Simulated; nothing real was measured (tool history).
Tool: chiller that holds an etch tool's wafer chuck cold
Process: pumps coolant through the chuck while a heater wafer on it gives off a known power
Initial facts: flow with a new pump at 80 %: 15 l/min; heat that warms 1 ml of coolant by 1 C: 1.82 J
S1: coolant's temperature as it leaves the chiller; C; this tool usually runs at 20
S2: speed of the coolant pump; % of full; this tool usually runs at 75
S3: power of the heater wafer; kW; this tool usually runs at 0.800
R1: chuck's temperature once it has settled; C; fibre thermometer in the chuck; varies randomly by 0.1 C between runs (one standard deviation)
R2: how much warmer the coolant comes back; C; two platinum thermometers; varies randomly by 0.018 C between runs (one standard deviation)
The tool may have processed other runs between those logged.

run     day  S1  S2     S3    R1    R2
  1   0.000  20  75  0.800  27.1  1.91
  2   3.346  20  73  0.800  27.6  1.95
  3   7.921  20  73  0.800  27.2  1.99
  4  12.288  20  73  0.800  27.5  2.01
  5  15.888  20  73  0.800  27.4  1.97
  6  19.342  20  73  0.800  27.6  1.99
  7  22.817  20  84  0.800  26.7  1.68
  8  25.362  12  75  0.698  18.4  1.67
  9  30.121  28  71  0.456  32.4  1.16
 10  34.196  28  71  1.150  39.3  2.93
 11  37.521  11  75  0.806  18.7  1.94
 12  39.908  20  75  0.472  24.3  1.16
 13  42.562  26  75  0.800  33.5  1.94

Pick out some run-to-run changes in R1. Of each, how much would a tool without hidden state show as well, from the settings, what came in and chance, and how much is left for the hidden state and any gauge scatter not in both results compared?
Hidden conditions of the tool in this case: heat passed by the chuck's channels, % of clean ones'; flow at a given pump speed, % of a new pump's; coolant's true temperature over the reading, C; drift of the gauge itself on chuck_c, C; drift of the gauge itself on warmer_back_c, C.
Run 9 -> 10: S3 0.456 -> 1.150. R1 +6.9 C: hidden state +1.2, all else +5.7.
Run 10 -> 11: S1 28 -> 11, S2 71 -> 75, S3 1.150 -> 0.806. R1 -20.6 C: hidden state -0.6, all else -20.0.

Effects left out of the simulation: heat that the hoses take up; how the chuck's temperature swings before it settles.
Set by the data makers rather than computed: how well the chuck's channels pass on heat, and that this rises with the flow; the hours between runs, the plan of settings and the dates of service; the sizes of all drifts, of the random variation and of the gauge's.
